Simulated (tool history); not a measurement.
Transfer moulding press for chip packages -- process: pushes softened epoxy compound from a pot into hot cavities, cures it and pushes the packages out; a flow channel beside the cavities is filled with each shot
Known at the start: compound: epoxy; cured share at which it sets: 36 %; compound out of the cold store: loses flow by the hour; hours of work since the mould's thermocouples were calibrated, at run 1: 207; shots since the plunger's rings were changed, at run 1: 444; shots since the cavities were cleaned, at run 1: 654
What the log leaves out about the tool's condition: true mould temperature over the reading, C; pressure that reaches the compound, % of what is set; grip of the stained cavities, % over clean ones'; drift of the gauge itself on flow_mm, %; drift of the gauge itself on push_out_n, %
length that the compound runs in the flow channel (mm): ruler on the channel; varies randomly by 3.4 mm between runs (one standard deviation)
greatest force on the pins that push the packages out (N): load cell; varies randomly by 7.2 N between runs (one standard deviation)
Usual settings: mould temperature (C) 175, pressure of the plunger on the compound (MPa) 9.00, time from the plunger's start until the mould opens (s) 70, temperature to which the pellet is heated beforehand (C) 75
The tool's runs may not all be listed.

run,hour,mould temperature (C),pressure of the plunger on the compound (MPa),time from the plunger's start until the mould opens (s),temperature to which the pellet is heated beforehand (C),hours of work since the mould's thermocouples were calibrated,shots since the plunger's rings were changed,shots since the cavities were cleaned,incoming compound's hours out of the cold store,length that the compound runs in the flow channel (mm),greatest force on the pins that push the packages out (N)
1,0.0,175,9.00,70,75,207,444,654,44.3,705,418
2,9.4,175,9.00,70,75,214,602,812,29.5,755,425
# hour 12.6: cavities cleaned with cleaning compound and waxed
3,17.7,175,9.00,70,75,219,717,85,19.4,798,323
4,26.5,175,9.00,70,75,225,865,233,21.8,779,343
5,32.9,175,9.00,70,75,229,974,342,39.5,712,364
6,41.4,175,9.00,70,75,235,1117,485,16.6,799,403
7,50.6,175,9.00,70,75,241,1271,639,28.2,744,418
8,56.9,175,7.09,70,75,245,1378,746,21.9,686,431
# hour 64.7: cavities cleaned with cleaning compound and waxed
9,66.4,175,7.09,70,75,251,1514,30,17.6,702,321
10,70.4,175,9.00,65,75,254,1581,97,19.2,785,370
11,76.3,175,9.00,70,69,258,1681,197,9.7,823,376
12,85.8,175,9.00,70,75,264,1841,357,20.8,774,388
13,93.4,175,9.00,70,75,269,1968,484,34.2,720,402
14,100.7,175,9.00,70,75,274,2092,608,28.3,742,405
15,107.1,175,9.00,108,76,279,2200,716,27.4,741,352
16,111.8,175,9.00,108,76,282,2279,795,44.6,679,354
# hour 116.4: cavities cleaned with cleaning compound and waxed
17,117.5,175,10.25,108,82,285,2350,18,32.7,764,249
18,124.2,181,8.13,108,75,290,2463,131,31.8,674,267
19,132.7,175,9.13,70,66,295,2606,274,13.2,803,376
20,138.7,180,10.30,70,71,299,2707,375,33.5,751,329
21,147.3,180,10.30,70,71,305,2852,520,36.5,736,348
# hour 151.9: plunger's sealing rings changed
22,155.8,176,8.21,82,70,310,66,622,30.7,720,372
23,162.4,168,8.91,81,70,314,177,733,25.3,795,511
# hour 170.8: cavities cleaned with cleaning compound and waxed
24,170.8,174,8.91,88,70,319,293,0,40.9,716,258
25,179.4,179,9.00,70,75,325,438,145,23.3,764,301

Branching from run 25: 5 alternative next runs. What would each branch give?
A,185.1,169,10.72,70,78,329,534,241,39.8,?,?
B,185.1,173,9.00,70,83,329,534,241,37.6,?,?
C,185.1,179,9.00,70,75,329,534,241,18.7,?,?
D,185.1,175,9.00,60,75,329,534,241,47.1,?,?
E,185.1,180,9.87,70,75,329,534,241,10.9,?,?

run,length that the compound runs in the flow channel (mm),greatest force on the pins that push the packages out (N)
A,803,466
B,729,375
C,785,318
D,688,430
E,854,322
With no hidden state in the tool, these same runs would have given:
run,length that the compound runs in the flow channel (mm),greatest force on the pins that push the packages out (N)
A,812,368
B,736,298
C,794,257
D,695,341
E,863,261
